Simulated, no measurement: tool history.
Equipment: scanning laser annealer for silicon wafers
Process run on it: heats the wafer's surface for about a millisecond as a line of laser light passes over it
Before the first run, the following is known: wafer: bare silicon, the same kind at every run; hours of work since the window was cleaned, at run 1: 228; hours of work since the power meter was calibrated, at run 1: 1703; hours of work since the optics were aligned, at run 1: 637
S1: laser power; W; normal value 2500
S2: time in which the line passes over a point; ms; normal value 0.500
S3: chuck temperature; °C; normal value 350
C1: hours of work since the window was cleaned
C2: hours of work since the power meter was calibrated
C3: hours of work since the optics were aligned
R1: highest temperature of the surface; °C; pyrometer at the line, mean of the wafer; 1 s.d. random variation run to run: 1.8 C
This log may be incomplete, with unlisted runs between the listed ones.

run,day,S1,S2,S3,C1,C2,C3,R1
1,0.000,2500,0.500,350,228,1703,637,1051
2,1.858,2500,0.500,350,260,1736,669,1050
3,3.546,2500,0.500,350,289,1765,699,1048
4,5.396,2500,0.500,350,321,1797,731,1054
5,8.862,2500,0.500,350,382,1857,791,1051
6,11.500,2500,0.500,350,427,1903,836,1051
7,14.142,2500,0.500,350,473,1949,882,1050
8,16.425,2500,0.500,350,513,1988,922,1053
9,20.000,2500,0.542,346,574,2050,984,1073
# day 22.029: window over the wafer cleaned
10,23.329,2500,0.542,346,23,2106,1040,1071
# day 25.071: optics aligned, line set to its width
11,26.542,2416,0.538,381,75,2158,25,1077
12,30.021,2139,0.363,370,135,2219,86,863
13,32.588,2139,0.533,389,179,2263,130,980
14,34.904,2139,0.533,389,219,2303,170,980
15,36.888,2371,0.582,377,254,2338,205,1079
16,39.904,2371,0.582,377,306,2390,257,1079

Describe how what the log doesn't record of the tool's condition differs between the last listed run preceding each entry between runs and the first listed run following it.
Logged between run 9 and run 10: window over the wafer cleaned (day 22.029)
  light that passes the window, % of a clean one's: 99.96 -> 100
Logged between run 10 and run 11: optics aligned, line set to its width (day 25.071)
  light that passes the window, % of a clean one's: 100 -> 99.99; width of the line over the set one, %: 0.04 -> 0

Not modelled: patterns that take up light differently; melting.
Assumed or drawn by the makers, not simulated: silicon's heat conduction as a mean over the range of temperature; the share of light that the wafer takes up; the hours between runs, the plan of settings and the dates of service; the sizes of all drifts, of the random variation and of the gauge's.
